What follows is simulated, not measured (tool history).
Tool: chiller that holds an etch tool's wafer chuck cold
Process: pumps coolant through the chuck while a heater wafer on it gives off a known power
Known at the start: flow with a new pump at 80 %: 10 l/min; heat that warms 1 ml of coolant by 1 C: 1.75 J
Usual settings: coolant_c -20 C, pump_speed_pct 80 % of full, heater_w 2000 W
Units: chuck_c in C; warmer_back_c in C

run	hour	coolant_c	pump_speed_pct	heater_w	chuck_c	warmer_back_c
1	0	-20	80	2000	3	6.88
2	44.4	-20	80	2000	3	6.92
3	108.3	-20	80	2000	3.2	6.87
4	153.9	-20	80	2000	3.1	6.91
5	193.2	-20	80	2000	3.2	6.93
6	254.1	-22	80	2000	1.2	6.92
7	286.4	-22	80	2000	1.2	6.93
8	316.3	-20	80	1337	-4.5	4.64
9	365.8	-20	80	1337	-4.5	4.71
10	422.4	-20	80	1337	-4.2	4.61
# hour 431.6: coolant pump overhauled
11	491	-20	80	1337	-4.4	4.65
12	533	-20	72	1337	-3.2	5.21
13	573.3	-20	80	2000	3.4	7
14	614.6	-20	80	2000	3.5	7
15	650.4	-20	80	2000	3.5	7.01

Run 16 comes next. What will it give?
# hour 674.5: coolant pump overhauled, once more
16	702.4	-20	80	2894	?	?

Run 16 gave chuck_c 13.3 C, warmer_back_c 9.93 C.
Without the tool's hidden state the same run would have given chuck_c 10.5 C, warmer_back_c 9.93 C.
